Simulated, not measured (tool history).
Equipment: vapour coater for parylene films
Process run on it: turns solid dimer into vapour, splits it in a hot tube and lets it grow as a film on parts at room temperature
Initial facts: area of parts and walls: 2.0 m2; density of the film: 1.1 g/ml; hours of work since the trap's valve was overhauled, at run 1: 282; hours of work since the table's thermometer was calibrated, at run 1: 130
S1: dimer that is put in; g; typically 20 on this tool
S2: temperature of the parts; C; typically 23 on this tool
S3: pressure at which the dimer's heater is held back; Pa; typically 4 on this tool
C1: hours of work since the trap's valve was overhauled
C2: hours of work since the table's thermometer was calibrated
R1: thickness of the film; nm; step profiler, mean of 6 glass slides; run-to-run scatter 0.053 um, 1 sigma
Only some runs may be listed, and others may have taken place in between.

run,hour,S1,S2,S3,C1,C2,R1
1,0,20,23,4,282,130,5690
2,38.5,20,23,4,300,147,5640
3,71.7,20,23,3.94,315,162,5630
4,99.1,35,23,4,327,175,9810
5,137.2,35,23,4,345,192,9670
6,158.6,35,23,4,354,202,9660
7,176.3,35,23,4,362,210,9580
8,209.2,35,23,9.49,377,225,7720
9,227.7,35,23,9.49,386,233,7730
10,251.4,35,23,9.49,396,244,7640
11,268,29,23,4,404,251,7870
12,285.4,29,23,4,412,259,7770
13,323.6,29,23,4,429,276,7790
14,356.9,20,28,4,444,292,4440
15,390.4,21,23,4,459,307,5630
16,425.3,21,23,4,475,323,5490
17,459.3,21,23,6.03,491,338,5040
# hour 480.8: trap's valve overhauled
18,498.8,21,23,6.03,8,354,5730
19,536.5,24,23,4,25,371,7350
20,564.3,20,23,4,38,384,6010
21,593.3,20,23,4,51,397,6070
22,631,20,23,4,68,414,5890
23,670.4,20,17,4,86,432,7580
24,702,20,23,5.26,100,446,5570
25,733.7,20,23,5.26,115,461,5570
26,772.9,20,27,2.69,133,479,5500
27,805.6,20,27,2.69,147,493,5590
28,836.1,9,19,4.32,161,507,2990
29,862.5,9,19,4.32,173,519,3050
30,882.9,20,35,3.48,182,528,3730
31,914,20,35,3.48,197,543,3740
32,933.5,20,35,3.48,205,551,3680
33,971.2,10,23,2.41,223,569,3290
34,1007.5,20,16,4,239,585,7670
35,1029.1,20,16,4,249,595,7510
36,1066.9,20,15,2.13,266,612,8270
37,1093,20,15,2.13,278,624,8200
38,1117.7,20,15,2.13,289,635,8170
39,1152.5,20,25,7.17,305,651,4400
40,1191.9,9,25,2.62,323,669,2600
41,1209.6,9,25,2.62,331,677,2580
42,1236.4,9,25,2.62,343,689,2530
43,1255.9,20,26,8.08,352,698,4180
44,1283.2,20,26,8.08,364,710,4160

Predict each of these 3 candidate next runs independently; none follows another, all start after run 44:
A,1312.2,12,19,10.3,377,723,?
B,1312.2,20,35,4,377,723,?
C,1312.2,20,31,9.39,377,723,?

run,R1
A,3080
B,3420
C,3320
Without the tool's hidden state the same runs would have given:
run,R1
A,3440
B,3820
C,3710
